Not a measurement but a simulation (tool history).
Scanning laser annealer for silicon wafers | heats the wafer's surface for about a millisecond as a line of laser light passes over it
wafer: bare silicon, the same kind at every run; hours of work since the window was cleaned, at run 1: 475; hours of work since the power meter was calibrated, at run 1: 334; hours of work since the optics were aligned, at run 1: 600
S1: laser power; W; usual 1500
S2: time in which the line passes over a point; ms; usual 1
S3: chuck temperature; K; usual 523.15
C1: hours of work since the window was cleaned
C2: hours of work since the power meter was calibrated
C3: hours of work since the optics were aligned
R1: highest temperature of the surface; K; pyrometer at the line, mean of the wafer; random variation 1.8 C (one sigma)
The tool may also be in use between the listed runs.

run     day    S1    S2      S3   C1   C2   C3       R1
  1       0  1500     1  523.15  475  334  600  1352.15
  2    0.75  1500     1  523.15  484  342  608  1349.15
  3   1.383  1500     1  523.15  492  350  616  1350.15
  4   1.767  1500     1  523.15  496  354  620  1348.15
  5   2.212  1500     1  523.15  502  360  626  1349.15
  6       3  1500     1  523.15  511  369  635  1351.15
  7   3.579  1500     1  523.15  518  376  642  1347.15
  8   4.317  1500     1  523.15  526  385  651  1347.15
  9   4.904  1500     1  523.15  533  391  657  1347.15
 10   5.458  1500     1  523.15  540  398  664  1350.15
 11   6.175  1500     1  523.15  548  406  672  1348.15
 12   6.667  1500     1  556.15  554  412  678  1382.15
 13   7.112  1500     1  523.15  559  418  684  1347.15
 14    7.65  1500     1  523.15  566  424  690  1346.15
 15   8.471  1328  0.99  512.15  575  434  700  1249.15
 16   9.125  1295  0.99  516.15  583  441  707  1236.15
 17   9.996  1444  0.93  484.15  593  452  718  1256.15
 18  10.725  1500  0.82  536.15  602  460  726  1297.15
 19  11.346  1329  0.84  539.15  609  468  734  1224.15
 20  12.208  1312  0.76  486.15  620  478  744  1134.15
 21  12.971  1569  1.24  552.15  629  487  753  1496.15
 22  13.592  1576  1.07  535.15  636  494  760  1423.15
 23  14.233  1576  1.07  535.15  643  502  768  1426.15
 24    14.7  1611  1.07  524.15  649  507  773  1428.15
 25    15.4  1611  1.07  524.15  657  515  781  1432.15

4 ways to go on from here, each from the tool as it stands after run 25. What would each give?
  A  16.229  1500     1  540.15  667  525  791   ?
  B  16.229  1558     1  523.15  667  525  791   ?
  C  16.229  1394  0.79  499.15  667  525  791   ?
  D  16.229  1605  1.07  524.15  667  525  791   ?

run       R1
  A  1367.15
  B  1379.15
  C  1193.15
  D  1428.15
Without the tool's hidden state the same runs would have given:
run       R1
  A  1368.15
  B  1379.15
  C  1193.15
  D  1428.15
